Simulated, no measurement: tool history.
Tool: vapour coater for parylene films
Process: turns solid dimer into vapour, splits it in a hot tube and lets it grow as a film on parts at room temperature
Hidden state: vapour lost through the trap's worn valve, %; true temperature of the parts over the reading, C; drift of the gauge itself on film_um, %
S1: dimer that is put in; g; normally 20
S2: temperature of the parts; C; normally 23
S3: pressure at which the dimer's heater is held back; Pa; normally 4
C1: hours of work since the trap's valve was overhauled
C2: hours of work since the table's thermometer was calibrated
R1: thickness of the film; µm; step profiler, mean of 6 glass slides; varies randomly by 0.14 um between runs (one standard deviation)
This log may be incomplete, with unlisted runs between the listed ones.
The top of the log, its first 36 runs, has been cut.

| run | day | S1 | S2 | S3 | C1 | C2 | R1 |
|---|---|---|---|---|---|---|---|
| 37 | 47.912 | 28 | 27 | 3.03 | 109 | 528 | 21.18 |
| 38 | 49.529 | 28 | 26 | 4.86 | 139 | 557 | 20.09 |
| 39 | 50.833 | 29 | 20 | 11.72 | 162 | 581 | 22.38 |
| 40 | 52.079 | 9 | 15 | 7.84 | 185 | 603 | 8.6 |
|  | 54.004 | trap's valve overhauled |
| 41 | 54.046 | 21 | 20 | 4.09 | 1 | 636 | 20.15 |
| 42 | 55.854 | 13 | 23 | 2.97 | 34 | 669 | 11.54 |
| 43 | 57.021 | 13 | 23 | 2.97 | 55 | 690 | 11.37 |
| 44 | 58.229 | 13 | 23 | 2.97 | 77 | 712 | 11.23 |

Consider 5 possible next runs. They are alternatives, not a sequence: every one starts from the tool as it was left by run 44. What does each give?
| A | 59.996 | 13 | 30 | 6.46 | 109 | 744 | ? |
| B | 59.996 | 20 | 20 | 4 | 109 | 744 | ? |
| C | 59.996 | 33 | 34 | 2.97 | 109 | 744 | ? |
| D | 59.996 | 9 | 15 | 2.11 | 109 | 744 | ? |
| E | 59.996 | 20 | 20 | 7.17 | 109 | 744 | ? |

| run | R1 |
|---|---|
| A | 7.76 |
| B | 18.11 |
| C | 19.36 |
| D | 9.5 |
| E | 16.7 |
With no hidden state in the tool, these same runs would have given:
| run | R1 |
|---|---|
| A | 8.51 |
| B | 19.87 |
| C | 21.25 |
| D | 10.12 |
| E | 18.33 |

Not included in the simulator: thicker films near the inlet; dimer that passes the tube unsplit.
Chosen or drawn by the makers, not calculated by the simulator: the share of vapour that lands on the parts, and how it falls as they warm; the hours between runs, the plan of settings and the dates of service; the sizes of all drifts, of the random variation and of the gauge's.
